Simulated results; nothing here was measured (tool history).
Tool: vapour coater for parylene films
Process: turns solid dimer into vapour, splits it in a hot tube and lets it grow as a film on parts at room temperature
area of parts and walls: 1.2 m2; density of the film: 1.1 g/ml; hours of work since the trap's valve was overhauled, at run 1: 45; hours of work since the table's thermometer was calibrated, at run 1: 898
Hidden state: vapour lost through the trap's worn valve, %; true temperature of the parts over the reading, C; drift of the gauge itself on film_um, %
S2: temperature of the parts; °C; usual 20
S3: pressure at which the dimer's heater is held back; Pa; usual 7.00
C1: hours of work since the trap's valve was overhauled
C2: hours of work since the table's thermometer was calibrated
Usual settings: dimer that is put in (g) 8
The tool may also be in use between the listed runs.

Run 1, day 0.000: usual settings; C1 45; C2 898. Result: thickness of the film (nm) 2710.
Run 2, day 1.404: usual settings; C1 65; C2 918. Result: thickness of the film (nm) 2700.
Run 3, day 3.412: usual settings; C1 93; C2 946. Result: thickness of the film (nm) 2680.
Run 4, day 5.371: usual settings; C1 120; C2 973. Result: thickness of the film (nm) 2680.
Run 5, day 7.067: usual settings; C1 143; C2 997. Result: thickness of the film (nm) 2640.
Run 6, day 7.938: usual settings; C1 156; C2 1009. Result: thickness of the film (nm) 2670.
Run 7, day 9.671: usual settings; C1 180; C2 1033. Result: thickness of the film (nm) 2680.
Run 8, day 11.042: usual settings; C1 199; C2 1052. Result: thickness of the film (nm) 2680.
Run 9, day 12.750: usual settings; C1 223; C2 1076. Result: thickness of the film (nm) 2680.
Run 10, day 14.508: usual settings; C1 247; C2 1100. Result: thickness of the film (nm) 2670.
At day 16.071: table's thermometer calibrated.
Run 11, day 16.112: usual settings; C1 269; C2 1. Result: thickness of the film (nm) 2660.
Run 12, day 17.129: usual settings; C1 283; C2 15. Result: thickness of the film (nm) 2680.
Run 13, day 18.867: usual settings but S3 2.07 Pa; C1 308; C2 39. Result: thickness of the film (nm) 3220.
Run 14, day 20.012: usual settings but dimer that is put in (g) 13; C1 323; C2 55. Result: thickness of the film (nm) 4350.
Run 15, day 21.379: usual settings but dimer that is put in (g) 13; C1 343; C2 74. Result: thickness of the film (nm) 4300.
Run 16, day 22.271: usual settings; C1 355; C2 87. Result: thickness of the film (nm) 2660.
Run 17, day 23.996: usual settings but S2 22 °C; C1 379; C2 111. Result: thickness of the film (nm) 2530.
Run 18, day 25.879: usual settings but S2 22 °C; C1 405; C2 137. Result: thickness of the film (nm) 2540.
Run 19, day 27.467: usual settings but S2 22 °C; C1 428; C2 159. Result: thickness of the film (nm) 2550.
Run 20, day 28.450: usual settings but S2 22 °C; C1 441; C2 173. Result: thickness of the film (nm) 2570.
Run 21, day 30.267: usual settings but S2 22 °C; C1 467; C2 198. Result: thickness of the film (nm) 2570.
At day 31.054: trap's valve overhauled.
Run 22, day 32.300: usual settings but S2 22 °C; C1 17; C2 224. Result: thickness of the film (nm) 2550.
Run 23, day 33.871: usual settings but S2 22 °C; C1 39; C2 246. Result: thickness of the film (nm) 2570.
Run 24, day 35.250: usual settings but dimer that is put in (g) 12; C1 59; C2 265. Result: thickness of the film (nm) 4010.
Run 25, day 36.525: usual settings but S2 21 °C; C1 76; C2 283. Result: thickness of the film (nm) 2610.
Run 26, day 37.804: usual settings but S2 21 °C; C1 94; C2 301. Result: thickness of the film (nm) 2620.
Run 27, day 39.200: usual settings but S2 21 °C; C1 114; C2 320. Result: thickness of the film (nm) 2630.
Run 28, day 41.246: usual settings but S2 18 °C; C1 142; C2 349. Result: thickness of the film (nm) 2790.
Run 29, day 42.496: usual settings but S2 21 °C; C1 160; C2 366. Result: thickness of the film (nm) 2630.
Run 30, day 44.525: usual settings but S2 21 °C; C1 188; C2 395. Result: thickness of the film (nm) 2610.
Run 31, day 46.133: usual settings but S2 17 °C; C1 210; C2 417. Result: thickness of the film (nm) 2880.
Run 32, day 47.850: usual settings but dimer that is put in (g) 4, S2 30 °C, S3 9.87 Pa; C1 234; C2 441. Result: thickness of the film (nm) 1030.
Run 33, day 49.067: usual settings but dimer that is put in (g) 4, S2 30 °C, S3 9.87 Pa; C1 251; C2 458. Result: thickness of the film (nm) 990.
Run 34, day 50.958: usual settings but dimer that is put in (g) 12, S2 23 °C, S3 3.05 Pa; C1 278; C2 484. Result: thickness of the film (nm) 4260.
Run 35, day 52.079: usual settings but dimer that is put in (g) 12, S2 27 °C, S3 3.83 Pa; C1 293; C2 500. Result: thickness of the film (nm) 3760.
Run 36, day 53.904: usual settings but dimer that is put in (g) 6, S2 27 °C, S3 2.09 Pa; C1 319; C2 525. Result: thickness of the film (nm) 2050.
Run 37, day 55.392: usual settings but dimer that is put in (g) 14; C1 339; C2 546. Result: thickness of the film (nm) 4700.
Run 38, day 57.400: usual settings but dimer that is put in (g) 14; C1 368; C2 574. Result: thickness of the film (nm) 4630.
Run 39, day 58.417: usual settings but S2 14 °C; C1 382; C2 588. Result: thickness of the film (nm) 3060.
Run 40, day 59.746: usual settings but S2 14 °C; C1 400; C2 607. Result: thickness of the film (nm) 3040.
Run 41, day 60.850: usual settings but dimer that is put in (g) 7, S2 15 °C, S3 3.41 Pa; C1 416; C2 622. Result: thickness of the film (nm) 2920.
Run 42, day 61.792: usual settings but dimer that is put in (g) 4, S2 15 °C, S3 3.75 Pa; C1 429; C2 635. Result: thickness of the film (nm) 1660.
Run 43, day 63.054: usual settings but dimer that is put in (g) 4, S2 19 °C, S3 2.59 Pa; C1 446; C2 653. Result: thickness of the film (nm) 1600.
Run 44, day 63.958: usual settings but dimer that is put in (g) 4, S2 16 °C, S3 11.56 Pa; C1 459; C2 666. Result: thickness of the film (nm) 1370.
At day 65.250: trap's valve overhauled.
Run 45, day 65.471: usual settings but dimer that is put in (g) 6, S2 30 °C, S3 4.16 Pa; C1 3; C2 684. Result: thickness of the film (nm) 1730.
Run 46, day 66.742: usual settings but S2 18 °C; C1 21; C2 702. Result: thickness of the film (nm) 2820.
Run 47, day 68.267: usual settings but dimer that is put in (g) 6, S2 16 °C, S3 2.82 Pa; C1 42; C2 723. Result: thickness of the film (nm) 2530.

3 ways to go on from here, each from the tool as it stands after run 47. What would each give?
Run A, day 69.588: usual settings but dimer that is put in (g) 6, S3 2.82 Pa; C1 61; C2 742. Result: thickness of the film (nm) ?.
Run B, day 69.588: usual settings but dimer that is put in (g) 9, S2 16 °C; C1 61; C2 742. Result: thickness of the film (nm) ?.
Run C, day 69.588: usual settings but S2 12 °C; C1 61; C2 742. Result: thickness of the film (nm) ?.

run  thickness of the film (nm)
  A                        2340
  B                        3270
  C                        3220
Without the tool's hidden state the same runs would have given:
run  thickness of the film (nm)
  A                        2340
  B                        3270
  C                        3220

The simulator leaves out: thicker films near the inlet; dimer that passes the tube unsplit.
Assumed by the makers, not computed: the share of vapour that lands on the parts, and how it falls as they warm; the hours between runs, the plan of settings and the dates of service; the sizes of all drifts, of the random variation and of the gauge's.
